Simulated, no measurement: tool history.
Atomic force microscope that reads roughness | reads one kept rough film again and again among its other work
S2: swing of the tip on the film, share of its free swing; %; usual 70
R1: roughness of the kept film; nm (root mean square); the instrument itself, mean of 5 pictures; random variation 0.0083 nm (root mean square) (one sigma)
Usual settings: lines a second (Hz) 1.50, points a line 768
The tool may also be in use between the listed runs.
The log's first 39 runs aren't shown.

run 40 day=87.579 | lines_a_second_(Hz)=2.72 S2=77 points_a_line=652 | R1=1.656
-- day=88.821 new tip fitted
run 41 day=89.792 | lines_a_second_(Hz)=2.72 S2=77 points_a_line=652 | R1=1.668
run 42 day=92.233 | lines_a_second_(Hz)=1.57 S2=69 points_a_line=635 | R1=1.810
-- day=93.058 new tip fitted
run 43 day=94.308 | lines_a_second_(Hz)=1.57 S2=82 points_a_line=635 | R1=1.723
run 44 day=96.775 | lines_a_second_(Hz)=1.57 S2=82 points_a_line=635 | R1=1.724
-- day=97.275 new tip fitted
run 45 day=99.562 | lines_a_second_(Hz)=1.17 S2=78 points_a_line=506 | R1=1.783
-- day=101.575 new tip fitted
run 46 day=102.600 | lines_a_second_(Hz)=1.17 S2=78 points_a_line=506 | R1=1.800
run 47 day=105.371 | lines_a_second_(Hz)=1.17 S2=69 points_a_line=506 | R1=1.832
-- day=105.796 new tip fitted
run 48 day=107.125 | lines_a_second_(Hz)=0.60 S2=89 points_a_line=279 | R1=1.767
run 49 day=108.779 | lines_a_second_(Hz)=0.80 S2=70 points_a_line=789 | R1=1.871

Forecast each of these 4 alternatives for the next run:
-- day=110.088 new tip fitted
run A day=110.833 | lines_a_second_(Hz)=0.68 S2=70 points_a_line=768 | R1=?
-- day=110.088 new tip fitted
run B day=110.833 | lines_a_second_(Hz)=1.26 S2=70 points_a_line=768 | R1=?
-- day=110.088 new tip fitted
run C day=110.833 | lines_a_second_(Hz)=1.50 S2=70 points_a_line=265 | R1=?
-- day=110.088 new tip fitted
run D day=110.833 | lines_a_second_(Hz)=1.50 S2=70 points_a_line=386 | R1=?

run=A R1=1.881
run=B R1=1.837
run=C R1=1.766
run=D R1=1.800
Without the tool's hidden state the same runs would have given:
run=A R1=1.882
run=B R1=1.838
run=C R1=1.767
run=D R1=1.801
